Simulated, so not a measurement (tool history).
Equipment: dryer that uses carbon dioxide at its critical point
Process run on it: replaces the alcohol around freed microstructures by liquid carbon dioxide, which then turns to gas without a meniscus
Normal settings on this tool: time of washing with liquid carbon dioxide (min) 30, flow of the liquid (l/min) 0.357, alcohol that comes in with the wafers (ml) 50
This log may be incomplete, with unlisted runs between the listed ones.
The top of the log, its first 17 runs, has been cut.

| run | hour | time of washing with liquid carbon dioxide (min) | flow of the liquid (l/min) | alcohol that comes in with the wafers (ml) | hours of work since the filter was changed | hours of work since the purifier's bed was changed | alcohol left in the vessel before it's heated (ppm by volume) |
|---|---|---|---|---|---|---|---|
| 18 | 189.4 | 24 | 0.357 | 50 | 167 | 119 | 1477 |
| 19 | 200 | 30 | 0.357 | 50 | 173 | 125 | 739 |
| 20 | 213.9 | 30 | 0.357 | 50 | 181 | 133 | 736 |
| 21 | 226.6 | 30 | 0.357 | 50 | 188 | 140 | 771 |
| 22 | 236.6 | 30 | 0.357 | 50 | 193 | 145 | 753 |
| 23 | 251 | 23 | 0.223 | 50 | 201 | 153 | 4589 |
| 24 | 265 | 23 | 0.28 | 51 | 209 | 161 | 3004 |
| 25 | 272.6 | 26 | 0.28 | 100 | 213 | 165 | 4706 |
| 26 | 282.4 | 26 | 0.51 | 100 | 219 | 171 | 683 |
| 27 | 290.4 | 20 | 0.435 | 73 | 223 | 175 | 2258 |
| 28 | 302.3 | 20 | 0.435 | 73 | 230 | 182 | 2269 |
| 29 | 316.4 | 30 | 0.393 | 22 | 238 | 190 | 270 |
| 30 | 329.1 | 18 | 0.376 | 44 | 245 | 197 | 2539 |
| 31 | 342.1 | 27 | 0.388 | 50 | 252 | 204 | 933 |
| 32 | 352.4 | 27 | 0.388 | 50 | 258 | 210 | 938 |
| 33 | 367.1 | 27 | 0.388 | 50 | 266 | 218 | 915 |
| 34 | 374.9 | 22 | 0.385 | 119 | 270 | 222 | 3924 |
| 35 | 384.4 | 30 | 0.357 | 22 | 276 | 228 | 393 |
| 36 | 395.5 | 27 | 0.588 | 22 | 282 | 234 | 99 |
| 37 | 408 | 33 | 0.517 | 57 | 289 | 241 | 161 |
| 38 | 419.6 | 19 | 0.343 | 48 | 295 | 247 | 3172 |
| 39 | 429 | 19 | 0.343 | 48 | 300 | 252 | 3168 |
| 40 | 436.4 | 25 | 0.551 | 72 | 305 | 257 | 521 |
| 41 | 444.5 | 33 | 0.35 | 45 | 309 | 261 | 644 |
| 42 | 455.6 | 33 | 0.22 | 50 | 315 | 267 | 2582 |

Run 43 is up next; what results do you expect?
| 43 | 464.2 | 24 | 0.22 | 32 | 320 | 272 | ? |

Run 43 measured alcohol left in the vessel before it's heated (ppm by volume) 3114.
Without the tool's hidden state the same run would have given alcohol left in the vessel before it's heated (ppm by volume) 2414.
